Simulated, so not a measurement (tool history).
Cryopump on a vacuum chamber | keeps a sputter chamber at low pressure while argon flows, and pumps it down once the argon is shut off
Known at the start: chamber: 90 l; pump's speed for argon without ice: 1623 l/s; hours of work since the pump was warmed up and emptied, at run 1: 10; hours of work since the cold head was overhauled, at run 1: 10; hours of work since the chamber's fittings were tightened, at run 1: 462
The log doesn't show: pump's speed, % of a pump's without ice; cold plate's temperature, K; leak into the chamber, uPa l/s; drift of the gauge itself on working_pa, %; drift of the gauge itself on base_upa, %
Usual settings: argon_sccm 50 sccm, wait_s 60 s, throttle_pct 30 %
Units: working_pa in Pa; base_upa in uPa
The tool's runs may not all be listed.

| run | hour | argon_sccm | wait_s | throttle_pct | hours of work since the pump was warmed up and emptied | hours of work since the cold head was overhauled | hours of work since the chamber's fittings were tightened | working_pa | base_upa |
|---|---|---|---|---|---|---|---|---|---|
| 1 | 0 | 50 | 60 | 30 | 10 | 10 | 462 | 0.1744 | 1.83 |
| 2 | 28 | 50 | 29 | 30 | 30 | 30 | 482 | 0.1745 | 3.11 |
| 3 | 56.7 | 50 | 29 | 30 | 50 | 50 | 502 | 0.1762 | 3.08 |
| 4 | 92.3 | 50 | 60 | 22 | 75 | 75 | 527 | 0.2371 | 1.92 |
| 5 | 122.6 | 50 | 60 | 22 | 96 | 96 | 549 | 0.2383 | 1.96 |
| 6 | 147 | 50 | 60 | 22 | 114 | 114 | 566 | 0.239 | 1.91 |
| 7 | 184.5 | 50 | 60 | 22 | 140 | 140 | 592 | 0.2388 | 2.01 |
| 8 | 210.2 | 50 | 60 | 22 | 158 | 158 | 610 | 0.2388 | 2 |
| 9 | 246.4 | 50 | 60 | 22 | 184 | 184 | 636 | 0.24 | 2.03 |
| 10 | 279.4 | 50 | 60 | 17 | 207 | 207 | 659 | 0.3108 | 2.06 |
| 11 | 322 | 50 | 60 | 30 | 237 | 237 | 689 | 0.1771 | 2.1 |
| 12 | 344.9 | 50 | 60 | 30 | 253 | 253 | 705 | 0.1764 | 2.06 |
| 13 | 363.1 | 50 | 60 | 30 | 266 | 266 | 718 | 0.1774 | 2.12 |
| 14 | 384.4 | 50 | 60 | 42 | 281 | 281 | 733 | 0.1292 | 2.08 |
| 15 | 417.6 | 50 | 60 | 24 | 304 | 304 | 757 | 0.2221 | 2.16 |
| 16 | 459.1 | 50 | 60 | 24 | 333 | 333 | 786 | 0.2221 | 2.29 |
| 17 | 491 | 50 | 60 | 24 | 356 | 356 | 808 | 0.2236 | 2.26 |
| 18 | 528.5 | 37 | 60 | 17 | 382 | 382 | 835 | 0.2313 | 2.23 |
| 19 | 553.7 | 50 | 36 | 30 | 400 | 400 | 852 | 0.1781 | 3.14 |
| 20 | 582.1 | 39 | 49 | 30 | 420 | 420 | 872 | 0.1398 | 2.59 |
| 21 | 605.2 | 39 | 49 | 30 | 436 | 436 | 889 | 0.14 | 2.66 |
| 22 | 644.4 | 30 | 277 | 43 | 464 | 464 | 916 | 0.0767 | 1.53 |
| 23 | 670.5 | 30 | 277 | 43 | 482 | 482 | 935 | 0.076 | 1.53 |
| 24 | 694.5 | 30 | 277 | 43 | 499 | 499 | 952 | 0.0773 | 1.52 |
| 25 | 720.6 | 96 | 22 | 45 | 518 | 518 | 970 | 0.2351 | 4.55 |
| 26 | 744.9 | 96 | 22 | 45 | 535 | 535 | 987 | 0.2343 | 4.66 |
| 27 | 785.3 | 91 | 224 | 35 | 563 | 563 | 1016 | 0.2834 | 1.67 |
| 28 | 811.2 | 91 | 224 | 35 | 582 | 582 | 1034 | 0.2844 | 1.69 |
| 29 | 840 | 37 | 60 | 22 | 602 | 602 | 1054 | 0.1812 | 2.55 |
| 30 | 858.8 | 37 | 21 | 21 | 615 | 615 | 1067 | 0.19 | 4.8 |
| 31 | 890.5 | 37 | 24 | 56 | 637 | 637 | 1090 | 0.0742 | 4.55 |
| 32 | 912.3 | 37 | 24 | 56 | 653 | 653 | 1105 | 0.0766 | 4.41 |
| 33 | 951.3 | 72 | 53 | 18 | 680 | 680 | 1133 | 0.4315 | 2.87 |

Hidden state or all else? Some run-to-run changes of working_pa, split into what the settings, what came in and random variation would give without the hidden state, and what is left for the hidden state (with any gauge scatter that isn't in both results):
Run 10 -> 11: throttle_pct 17 -> 30. working_pa -0.1337 Pa: hidden state +0.0003, all else -0.134.
Run 24 -> 25: argon_sccm 30 -> 96, wait_s 277 -> 22, throttle_pct 43 -> 45. working_pa +0.1578 Pa: hidden state +0.0093, all else +0.1485.
Run 28 -> 29: argon_sccm 91 -> 37, wait_s 224 -> 60, throttle_pct 35 -> 22. working_pa -0.1032 Pa: hidden state -0.0082, all else -0.095.
Run 32 -> 33: argon_sccm 37 -> 72, wait_s 24 -> 53, throttle_pct 56 -> 18. working_pa +0.3549 Pa: hidden state +0.0068, all else +0.3481.
